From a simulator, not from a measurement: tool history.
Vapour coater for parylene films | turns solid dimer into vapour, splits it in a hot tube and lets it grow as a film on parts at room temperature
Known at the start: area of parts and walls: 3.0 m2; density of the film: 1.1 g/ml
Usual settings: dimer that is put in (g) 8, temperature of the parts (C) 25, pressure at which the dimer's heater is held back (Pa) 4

run,hour,dimer that is put in (g),temperature of the parts (C),pressure at which the dimer's heater is held back (Pa),thickness of the film (µm)
1,0,8,25,4,1.18
2,54.5,8,25,4,1.14
3,83.2,8,25,4,1.19
4,116.6,5,25,4,0.72
5,170.9,8,25,4.5,1.11
6,218.6,8,25,3.4,1.19
# hour 224.7: table's thermometer calibrated
7,264.7,8,25,4,1.11
8,288.1,8,25,4,1.12
9,330.3,8,28,4,1.01
10,384.1,7,19,4,1.16
# hour 402.7: table's thermometer calibrated, once more
11,418.4,7,19,4,1.15
12,453.3,9,21,8.05,1.26
13,484.2,7,22,4,1.06
# hour 510.8: trap's valve overhauled
14,540.9,6,25,4,0.86

5 ways to go on from here, each from the tool as it stands after run 14. What would each give?
A,592.4,5,25,2.1,?
B,592.4,8,23,11.84,?
C,592.4,9,25,4,?
D,592.4,10,24,2.18,?
E,592.4,6,31,4.48,?

run,thickness of the film (µm)
A,0.83
B,1.1
C,1.37
D,1.72
E,0.73
Without the tool's hidden state the same runs would have given:
run,thickness of the film (µm)
A,0.85
B,1.12
C,1.4
D,1.75
E,0.74

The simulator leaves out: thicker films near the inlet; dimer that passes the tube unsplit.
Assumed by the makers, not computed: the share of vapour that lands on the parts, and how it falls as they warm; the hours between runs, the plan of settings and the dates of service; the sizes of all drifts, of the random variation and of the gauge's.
